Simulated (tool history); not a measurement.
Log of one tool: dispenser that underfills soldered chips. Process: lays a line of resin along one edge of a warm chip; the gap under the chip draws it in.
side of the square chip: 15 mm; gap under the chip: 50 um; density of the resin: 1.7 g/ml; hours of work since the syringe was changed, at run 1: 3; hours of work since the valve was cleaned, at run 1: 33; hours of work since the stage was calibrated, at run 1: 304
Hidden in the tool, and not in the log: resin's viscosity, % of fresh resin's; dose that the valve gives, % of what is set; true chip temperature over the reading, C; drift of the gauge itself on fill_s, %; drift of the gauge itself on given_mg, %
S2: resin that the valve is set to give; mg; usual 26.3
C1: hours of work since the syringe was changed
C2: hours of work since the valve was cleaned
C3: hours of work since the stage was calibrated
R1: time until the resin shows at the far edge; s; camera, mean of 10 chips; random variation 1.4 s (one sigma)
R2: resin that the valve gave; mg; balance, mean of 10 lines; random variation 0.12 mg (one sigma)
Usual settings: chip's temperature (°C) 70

run 1 hour=0 | chip's_temperature_(°C)=70 S2=26.3 | C1=3 C2=33 C3=304 | R1=151.5 R2=25.97
-- hour=8.4 new syringe of resin
run 2 hour=15.8 | chip's_temperature_(°C)=70 S2=26.3 | C1=5 C2=44 C3=315 | R1=179.3 R2=25.76
-- hour=21.8 new syringe of resin
run 3 hour=28.8 | chip's_temperature_(°C)=70 S2=26.3 | C1=5 C2=53 C3=324 | R1=170.5 R2=25.41
-- hour=35.8 new syringe of resin
run 4 hour=41.9 | chip's_temperature_(°C)=70 S2=26.3 | C1=4 C2=63 C3=334 | R1=166 R2=25.44
-- hour=49.4 new syringe of resin
run 5 hour=52.3 | chip's_temperature_(°C)=70 S2=26.3 | C1=2 C2=70 C3=341 | R1=145.6 R2=25.2
-- hour=58.8 dispensing valve cleaned and set on the balance
-- hour=64.4 new syringe of resin
run 6 hour=68 | chip's_temperature_(°C)=70 S2=26.3 | C1=3 C2=6 C3=352 | R1=151.4 R2=26.15
-- hour=78.3 new syringe of resin
run 7 hour=82.6 | chip's_temperature_(°C)=65 S2=26.3 | C1=3 C2=17 C3=362 | R1=184.5 R2=26.07
-- hour=92.3 new syringe of resin
run 8 hour=95.7 | chip's_temperature_(°C)=65 S2=26.3 | C1=2 C2=26 C3=371 | R1=169.9 R2=25.65
-- hour=105.7 new syringe of resin
run 9 hour=112.4 | chip's_temperature_(°C)=65 S2=26.3 | C1=5 C2=38 C3=383 | R1=196.4 R2=25.47
-- hour=118.6 new syringe of resin
run 10 hour=124.9 | chip's_temperature_(°C)=75 S2=26.3 | C1=5 C2=47 C3=392 | R1=141.2 R2=25.51
-- hour=131.7 new syringe of resin
run 11 hour=139.6 | chip's_temperature_(°C)=60 S2=26.3 | C1=6 C2=57 C3=402 | R1=254.2 R2=25.35
-- hour=145.2 new syringe of resin
run 12 hour=155.3 | chip's_temperature_(°C)=70 S2=30.7 | C1=7 C2=68 C3=413 | R1=184.7 R2=29.44
-- hour=158.7 new syringe of resin
-- hour=164.3 dispensing valve cleaned and set on the balance
run 13 hour=170.3 | chip's_temperature_(°C)=70 S2=30.7 | C1=8 C2=4 C3=423 | R1=190.2 R2=30.56
-- hour=173.1 new syringe of resin
run 14 hour=183.3 | chip's_temperature_(°C)=68 S2=30.7 | C1=7 C2=14 C3=432 | R1=198 R2=30.48
-- hour=186.2 new syringe of resin
run 15 hour=191.1 | chip's_temperature_(°C)=63 S2=31.7 | C1=4 C2=19 C3=438 | R1=190.1 R2=31.18
-- hour=199.4 new syringe of resin
run 16 hour=199.4 | chip's_temperature_(°C)=66 S2=33.6 | C1=0 C2=25 C3=444 | R1=140.5 R2=33.25
-- hour=212.7 new syringe of resin
run 17 hour=214.8 | chip's_temperature_(°C)=61 S2=22.5 | C1=2 C2=36 C3=455 | R1=199.6 R2=22.06
run 18 hour=223.4 | chip's_temperature_(°C)=80 S2=27.5 | C1=8 C2=42 C3=461 | R1=134.5 R2=26.87
-- hour=226.3 new syringe of resin
run 19 hour=233.8 | chip's_temperature_(°C)=60 S2=27 | C1=5 C2=49 C3=468 | R1=244.9 R2=26.06
-- hour=240.5 new syringe of resin
run 20 hour=242.7 | chip's_temperature_(°C)=78 S2=24.4 | C1=2 C2=55 C3=474 | R1=108.4 R2=23.41
-- hour=254.3 new syringe of resin
run 21 hour=256.9 | chip's_temperature_(°C)=70 S2=29 | C1=2 C2=65 C3=484 | R1=142.3 R2=27.61
-- hour=268 new syringe of resin
-- hour=269.7 dispensing valve cleaned and set on the balance
run 22 hour=271.2 | chip's_temperature_(°C)=73 S2=27.7 | C1=2 C2=1 C3=494 | R1=115.2 R2=27.56
-- hour=282.1 new syringe of resin
run 23 hour=284.1 | chip's_temperature_(°C)=73 S2=23.9 | C1=1 C2=10 C3=503 | R1=123.4 R2=23.67
-- hour=295.1 new syringe of resin
run 24 hour=295.1 | chip's_temperature_(°C)=61 S2=25 | C1=0 C2=18 C3=511 | R1=172.1 R2=24.82

Forecast each of these 4 alternatives for the next run:
run A hour=302.7 | chip's_temperature_(°C)=84 S2=25 | C1=6 C2=23 C3=516 | R1=? R2=?
run B hour=302.7 | chip's_temperature_(°C)=57 S2=33.1 | C1=6 C2=23 C3=516 | R1=? R2=?
run C hour=302.7 | chip's_temperature_(°C)=63 S2=25.7 | C1=6 C2=23 C3=516 | R1=? R2=?
run D hour=302.7 | chip's_temperature_(°C)=70 S2=31.9 | C1=6 C2=23 C3=516 | R1=? R2=?

run=A R1=106 R2=24.62
run=B R1=265 R2=32.67
run=C R1=221.1 R2=25.41
run=D R1=163.4 R2=31.41
Without the tool's hidden state the same runs would have given:
run=A R1=83.8 R2=25.02
run=B R1=212.8 R2=33.19
run=C R1=176.5 R2=25.82
run=D R1=130.3 R2=31.91
